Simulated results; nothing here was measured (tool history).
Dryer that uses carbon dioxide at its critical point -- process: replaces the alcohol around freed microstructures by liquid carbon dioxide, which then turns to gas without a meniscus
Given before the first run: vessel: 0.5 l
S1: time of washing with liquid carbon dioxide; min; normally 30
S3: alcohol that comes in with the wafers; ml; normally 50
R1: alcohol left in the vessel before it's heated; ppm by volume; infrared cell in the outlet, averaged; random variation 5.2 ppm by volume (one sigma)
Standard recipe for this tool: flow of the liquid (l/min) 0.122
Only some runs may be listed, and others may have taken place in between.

run 1 hour=0 | S1=30 flow_of_the_liquid_(l/min)=0.122 S3=50 | R1=228
-- hour=13.4 inlet filter changed
run 2 hour=27.8 | S1=30 flow_of_the_liquid_(l/min)=0.122 S3=50 | R1=149
run 3 hour=50.7 | S1=30 flow_of_the_liquid_(l/min)=0.122 S3=50 | R1=156
run 4 hour=64.9 | S1=30 flow_of_the_liquid_(l/min)=0.122 S3=50 | R1=154
run 5 hour=95.2 | S1=30 flow_of_the_liquid_(l/min)=0.122 S3=50 | R1=152
run 6 hour=114.2 | S1=30 flow_of_the_liquid_(l/min)=0.122 S3=38 | R1=138
run 7 hour=135.6 | S1=30 flow_of_the_liquid_(l/min)=0.122 S3=50 | R1=160
run 8 hour=164 | S1=30 flow_of_the_liquid_(l/min)=0.122 S3=50 | R1=165
run 9 hour=183 | S1=30 flow_of_the_liquid_(l/min)=0.122 S3=50 | R1=170
run 10 hour=207.2 | S1=30 flow_of_the_liquid_(l/min)=0.122 S3=50 | R1=166
run 11 hour=237.1 | S1=30 flow_of_the_liquid_(l/min)=0.122 S3=50 | R1=172
run 12 hour=257.2 | S1=30 flow_of_the_liquid_(l/min)=0.122 S3=50 | R1=171
run 13 hour=279.5 | S1=30 flow_of_the_liquid_(l/min)=0.122 S3=50 | R1=174
run 14 hour=309.9 | S1=30 flow_of_the_liquid_(l/min)=0.122 S3=50 | R1=180
run 15 hour=335.7 | S1=34 flow_of_the_liquid_(l/min)=0.122 S3=50 | R1=122
run 16 hour=355.6 | S1=25 flow_of_the_liquid_(l/min)=0.122 S3=50 | R1=386
run 17 hour=385 | S1=47 flow_of_the_liquid_(l/min)=0.122 S3=50 | R1=90
run 18 hour=400.6 | S1=47 flow_of_the_liquid_(l/min)=0.122 S3=50 | R1=96
run 19 hour=425.4 | S1=47 flow_of_the_liquid_(l/min)=0.122 S3=50 | R1=97
run 20 hour=443.3 | S1=47 flow_of_the_liquid_(l/min)=0.122 S3=50 | R1=103
run 21 hour=463.5 | S1=19 flow_of_the_liquid_(l/min)=0.122 S3=50 | R1=1340
run 22 hour=490.8 | S1=19 flow_of_the_liquid_(l/min)=0.122 S3=50 | R1=1392
run 23 hour=519.4 | S1=30 flow_of_the_liquid_(l/min)=0.122 S3=50 | R1=200
run 24 hour=546.2 | S1=23 flow_of_the_liquid_(l/min)=0.191 S3=52 | R1=121
run 25 hour=574 | S1=40 flow_of_the_liquid_(l/min)=0.08 S3=52 | R1=405
run 26 hour=596.7 | S1=38 flow_of_the_liquid_(l/min)=0.128 S3=50 | R1=113
run 27 hour=609.2 | S1=38 flow_of_the_liquid_(l/min)=0.128 S3=50 | R1=115
run 28 hour=627.7 | S1=25 flow_of_the_liquid_(l/min)=0.118 S3=82 | R1=752
run 29 hour=642.5 | S1=30 flow_of_the_liquid_(l/min)=0.08 S3=38 | R1=1092
run 30 hour=665.9 | S1=21 flow_of_the_liquid_(l/min)=0.08 S3=38 | R1=3639
run 31 hour=689.5 | S1=30 flow_of_the_liquid_(l/min)=0.122 S3=26 | R1=165
run 32 hour=716.2 | S1=27 flow_of_the_liquid_(l/min)=0.108 S3=69 | R1=740
run 33 hour=744 | S1=27 flow_of_the_liquid_(l/min)=0.108 S3=69 | R1=755
run 34 hour=772.8 | S1=27 flow_of_the_liquid_(l/min)=0.108 S3=69 | R1=764
run 35 hour=801.5 | S1=42 flow_of_the_liquid_(l/min)=0.188 S3=95 | R1=119
run 36 hour=829.7 | S1=26 flow_of_the_liquid_(l/min)=0.099 S3=29 | R1=657
run 37 hour=852.8 | S1=46 flow_of_the_liquid_(l/min)=0.099 S3=29 | R1=135
run 38 hour=879.1 | S1=40 flow_of_the_liquid_(l/min)=0.143 S3=98 | R1=127
run 39 hour=896.9 | S1=18 flow_of_the_liquid_(l/min)=0.09 S3=98 | R1=10492
run 40 hour=924.8 | S1=30 flow_of_the_liquid_(l/min)=0.1 S3=31 | R1=386
run 41 hour=944.3 | S1=44 flow_of_the_liquid_(l/min)=0.141 S3=21 | R1=120
run 42 hour=969.3 | S1=20 flow_of_the_liquid_(l/min)=0.193 S3=52 | R1=189
run 43 hour=994 | S1=20 flow_of_the_liquid_(l/min)=0.193 S3=52 | R1=203
run 44 hour=1014.8 | S1=20 flow_of_the_liquid_(l/min)=0.193 S3=52 | R1=195
run 45 hour=1038.3 | S1=18 flow_of_the_liquid_(l/min)=0.125 S3=23 | R1=872
run 46 hour=1056.2 | S1=29 flow_of_the_liquid_(l/min)=0.125 S3=33 | R1=224

Forecast each of these 3 alternatives for the next run:
run A hour=1070 | S1=24 flow_of_the_liquid_(l/min)=0.147 S3=26 | R1=?
run B hour=1070 | S1=32 flow_of_the_liquid_(l/min)=0.085 S3=75 | R1=?
run C hour=1070 | S1=28 flow_of_the_liquid_(l/min)=0.086 S3=32 | R1=?

run=A R1=204
run=B R1=1318
run=C R1=1018
Take away the tool's hidden state, keep each run's random variation, and the runs would have read:
run=A R1=47
run=B R1=866
run=C R1=666
